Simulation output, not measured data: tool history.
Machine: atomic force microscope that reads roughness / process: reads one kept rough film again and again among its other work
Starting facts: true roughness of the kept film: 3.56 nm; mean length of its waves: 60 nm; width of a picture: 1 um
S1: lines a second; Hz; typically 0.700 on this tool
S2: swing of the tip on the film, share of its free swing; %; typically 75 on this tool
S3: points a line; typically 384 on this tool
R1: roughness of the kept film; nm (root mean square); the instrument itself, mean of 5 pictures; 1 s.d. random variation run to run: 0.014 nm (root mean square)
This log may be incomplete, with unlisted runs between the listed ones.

Run 1, hour 0.0: usual settings. Result: R1 3.112 nm (root mean square).
Run 2, hour 5.6: usual settings but S1 0.636 Hz. Result: R1 3.084 nm (root mean square).
Run 3, hour 15.7: usual settings but S1 0.636 Hz. Result: R1 3.084 nm (root mean square).
Run 4, hour 24.8: usual settings but S1 0.636 Hz. Result: R1 3.098 nm (root mean square).
Run 5, hour 34.7: usual settings but S1 0.636 Hz. Result: R1 3.058 nm (root mean square).
Run 6, hour 41.8: usual settings. Result: R1 3.054 nm (root mean square).
Run 7, hour 49.3: usual settings. Result: R1 3.052 nm (root mean square).
Run 8, hour 54.8: usual settings. Result: R1 3.053 nm (root mean square).
Run 9, hour 63.3: usual settings. Result: R1 3.042 nm (root mean square).
Run 10, hour 68.0: usual settings. Result: R1 3.030 nm (root mean square).
Run 11, hour 76.6: usual settings but S1 0.950 Hz. Result: R1 2.972 nm (root mean square).
Run 12, hour 84.4: usual settings but S1 0.950 Hz. Result: R1 2.979 nm (root mean square).
Run 13, hour 89.5: usual settings but S2 65 %. Result: R1 3.068 nm (root mean square).
Run 14, hour 99.0: usual settings. Result: R1 2.990 nm (root mean square).
Run 15, hour 104.2: usual settings. Result: R1 2.987 nm (root mean square).
Run 16, hour 113.7: usual settings. Result: R1 2.988 nm (root mean square).
Run 17, hour 124.9: usual settings. Result: R1 3.005 nm (root mean square).
Run 18, hour 132.6: usual settings but S3 389. Result: R1 2.972 nm (root mean square).
Run 19, hour 139.5: usual settings but S2 67 %, S3 389. Result: R1 3.039 nm (root mean square).
At hour 144.5: new tip fitted.
Run 20, hour 151.4: usual settings but S2 67 %, S3 389. Result: R1 3.315 nm (root mean square).
Run 21, hour 156.9: usual settings but S2 67 %, S3 389. Result: R1 3.352 nm (root mean square).
Run 22, hour 161.9: usual settings but S2 62 %. Result: R1 3.336 nm (root mean square).
Run 23, hour 170.0: usual settings but S2 62 %. Result: R1 3.344 nm (root mean square).
Run 24, hour 177.1: usual settings but S2 62 %. Result: R1 3.349 nm (root mean square).
Run 25, hour 187.1: usual settings but S2 55 %. Result: R1 3.374 nm (root mean square).
Run 26, hour 195.0: usual settings but S1 0.588 Hz, S2 55 %. Result: R1 3.386 nm (root mean square).
Run 27, hour 206.0: usual settings but S1 0.588 Hz, S2 55 %. Result: R1 3.343 nm (root mean square).
Run 28, hour 211.0: usual settings but S1 2.803 Hz, S2 72 %, S3 566. Result: R1 2.915 nm (root mean square).
Run 29, hour 217.3: usual settings but S1 0.915 Hz, S2 60 %, S3 1022. Result: R1 3.293 nm (root mean square).
Run 30, hour 225.2: usual settings but S1 0.915 Hz, S2 60 %, S3 1022. Result: R1 3.316 nm (root mean square).
Run 31, hour 235.9: usual settings but S1 0.611 Hz, S2 55 %, S3 696. Result: R1 3.322 nm (root mean square).
Run 32, hour 242.7: usual settings but S1 0.611 Hz, S2 62 %, S3 421. Result: R1 3.286 nm (root mean square).
Run 33, hour 252.4: usual settings but S1 0.611 Hz, S2 62 %, S3 421. Result: R1 3.280 nm (root mean square).
Run 34, hour 261.1: usual settings but S1 0.711 Hz, S2 64 %, S3 351. Result: R1 3.250 nm (root mean square).
Run 35, hour 271.1: usual settings but S1 1.324 Hz, S2 64 %, S3 351. Result: R1 3.187 nm (root mean square).
Run 36, hour 279.8: usual settings but S1 0.610 Hz, S2 64 %, S3 364. Result: R1 3.268 nm (root mean square).
Run 37, hour 288.9: usual settings but S1 0.641 Hz, S2 77 %, S3 364. Result: R1 3.149 nm (root mean square).
Run 38, hour 299.2: usual settings but S1 0.772 Hz, S2 69 %, S3 791. Result: R1 3.172 nm (root mean square).
Run 39, hour 309.5: usual settings but S2 72 %, S3 433. Result: R1 3.173 nm (root mean square).
Run 40, hour 316.8: usual settings but S2 66 %. Result: R1 3.191 nm (root mean square).
Run 41, hour 323.1: usual settings but S3 919. Result: R1 3.128 nm (root mean square).
Run 42, hour 334.1: usual settings but S1 2.348 Hz, S2 55 %. Result: R1 3.135 nm (root mean square).
Run 43, hour 341.1: usual settings but S1 2.348 Hz, S2 55 %. Result: R1 3.093 nm (root mean square).
Run 44, hour 348.9: usual settings but S1 1.789 Hz, S2 81 %, S3 605. Result: R1 2.783 nm (root mean square).
Run 45, hour 359.0: usual settings but S1 1.780 Hz, S2 69 %. Result: R1 2.983 nm (root mean square).
Run 46, hour 364.1: usual settings but S1 0.593 Hz, S2 68 %, S3 424. Result: R1 3.158 nm (root mean square).
Run 47, hour 370.2: usual settings but S1 3.709 Hz, S3 437. Result: R1 2.583 nm (root mean square).
Run 48, hour 376.2: usual settings but S1 3.709 Hz, S3 339. Result: R1 2.555 nm (root mean square).
Run 49, hour 382.3: usual settings but S1 3.709 Hz, S3 339. Result: R1 2.578 nm (root mean square).
Run 50, hour 388.4: usual settings but S1 1.615 Hz, S2 56 %, S3 549. Result: R1 3.100 nm (root mean square).
Run 51, hour 395.4: usual settings but S2 79 %, S3 551. Result: R1 3.026 nm (root mean square).
Run 52, hour 404.1: usual settings but S1 0.517 Hz, S2 67 %, S3 478. Result: R1 3.132 nm (root mean square).

Run 53 has not been measured yet. What should we expect?
Run 53, hour 409.3: usual settings but S1 2.651 Hz, S2 87 %, S3 329. Result: R1 ?.

{"run 53": {"R1": 2.402}}
Minus the tool's unlogged condition, the same run would have read R1 2.590 nm (root mean square).

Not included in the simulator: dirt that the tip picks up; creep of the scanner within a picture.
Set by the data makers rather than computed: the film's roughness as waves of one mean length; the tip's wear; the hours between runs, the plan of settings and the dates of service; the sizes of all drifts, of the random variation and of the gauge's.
